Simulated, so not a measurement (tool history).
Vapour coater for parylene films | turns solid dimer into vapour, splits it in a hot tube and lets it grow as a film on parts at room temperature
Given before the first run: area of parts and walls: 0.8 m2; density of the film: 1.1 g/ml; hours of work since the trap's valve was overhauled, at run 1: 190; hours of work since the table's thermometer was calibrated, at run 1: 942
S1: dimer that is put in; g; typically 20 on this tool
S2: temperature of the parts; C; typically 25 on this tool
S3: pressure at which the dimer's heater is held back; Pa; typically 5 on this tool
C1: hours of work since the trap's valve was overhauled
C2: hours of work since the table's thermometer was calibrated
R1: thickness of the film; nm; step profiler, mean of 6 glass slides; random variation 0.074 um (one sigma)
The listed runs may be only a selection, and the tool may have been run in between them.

run 1 hour=0 | S1=20 S2=25 S3=5 | C1=190 C2=942 | R1=9380
run 2 hour=48.1 | S1=20 S2=25 S3=5 | C1=223 C2=975 | R1=9130
-- hour=72.9 trap's valve overhauled
run 3 hour=118 | S1=31 S2=25 S3=5 | C1=31 C2=1020 | R1=15070
run 4 hour=150.6 | S1=19 S2=25 S3=5 | C1=53 C2=1042 | R1=9280
run 5 hour=193.7 | S1=20 S2=25 S3=5 | C1=83 C2=1072 | R1=9620
run 6 hour=258.5 | S1=20 S2=25 S3=5 | C1=127 C2=1116 | R1=9430
run 7 hour=301.3 | S1=20 S2=25 S3=5.31 | C1=157 C2=1146 | R1=9160
run 8 hour=350.9 | S1=20 S2=25 S3=5 | C1=191 C2=1180 | R1=9200
run 9 hour=382.1 | S1=20 S2=25 S3=5 | C1=212 C2=1201 | R1=9180
-- hour=422.8 trap's valve overhauled
run 10 hour=443.6 | S1=20 S2=25 S3=5 | C1=14 C2=1241 | R1=9830
run 11 hour=499 | S1=29 S2=25 S3=5 | C1=52 C2=1279 | R1=13750
run 12 hour=529.1 | S1=20 S2=25 S3=2.49 | C1=73 C2=1299 | R1=10330
run 13 hour=576.6 | S1=20 S2=25 S3=5 | C1=106 C2=1332 | R1=9500
run 14 hour=610.2 | S1=20 S2=25 S3=5 | C1=129 C2=1355 | R1=9300
run 15 hour=676.7 | S1=20 S2=25 S3=5 | C1=174 C2=1401 | R1=9290
run 16 hour=728.6 | S1=15 S2=36 S3=5 | C1=210 C2=1436 | R1=3980
run 17 hour=756.2 | S1=19 S2=33 S3=5 | C1=229 C2=1455 | R1=5750
-- hour=769.6 trap's valve overhauled
run 18 hour=826.2 | S1=20 S2=25 S3=2.65 | C1=39 C2=1500 | R1=10420
run 19 hour=877.7 | S1=20 S2=25 S3=2.65 | C1=74 C2=1536 | R1=10420
run 20 hour=936 | S1=20 S2=25 S3=2.65 | C1=114 C2=1576 | R1=10250
run 21 hour=995.1 | S1=30 S2=22 S3=11.12 | C1=155 C2=1616 | R1=14710
run 22 hour=1034.1 | S1=8 S2=18 S3=2.44 | C1=182 C2=1643 | R1=5610
run 23 hour=1069.8 | S1=8 S2=18 S3=2.44 | C1=206 C2=1668 | R1=5530
-- hour=1117.3 trap's valve overhauled
run 24 hour=1138.4 | S1=10 S2=37 S3=2.44 | C1=15 C2=1712 | R1=2950
run 25 hour=1191 | S1=10 S2=37 S3=2.44 | C1=51 C2=1748 | R1=2920
run 26 hour=1223.8 | S1=10 S2=34 S3=5 | C1=73 C2=1771 | R1=3070
run 27 hour=1260.5 | S1=12 S2=19 S3=3.66 | C1=98 C2=1796 | R1=7870
run 28 hour=1296.4 | S1=18 S2=26 S3=4.79 | C1=123 C2=1820 | R1=8120
run 29 hour=1331.8 | S1=18 S2=26 S3=4.79 | C1=147 C2=1845 | R1=8070

Branching from run 29: 3 alternative next runs. What would each branch give?
run A hour=1361.3 | S1=20 S2=27 S3=11.74 | C1=167 C2=1865 | R1=?
run B hour=1361.3 | S1=20 S2=32 S3=5 | C1=167 C2=1865 | R1=?
run C hour=1361.3 | S1=19 S2=32 S3=11.67 | C1=167 C2=1865 | R1=?

run=A R1=7610
run=B R1=6590
run=C R1=5690
Without the tool's hidden state the same runs would have given:
run=A R1=8480
run=B R1=7350
run=C R1=6340

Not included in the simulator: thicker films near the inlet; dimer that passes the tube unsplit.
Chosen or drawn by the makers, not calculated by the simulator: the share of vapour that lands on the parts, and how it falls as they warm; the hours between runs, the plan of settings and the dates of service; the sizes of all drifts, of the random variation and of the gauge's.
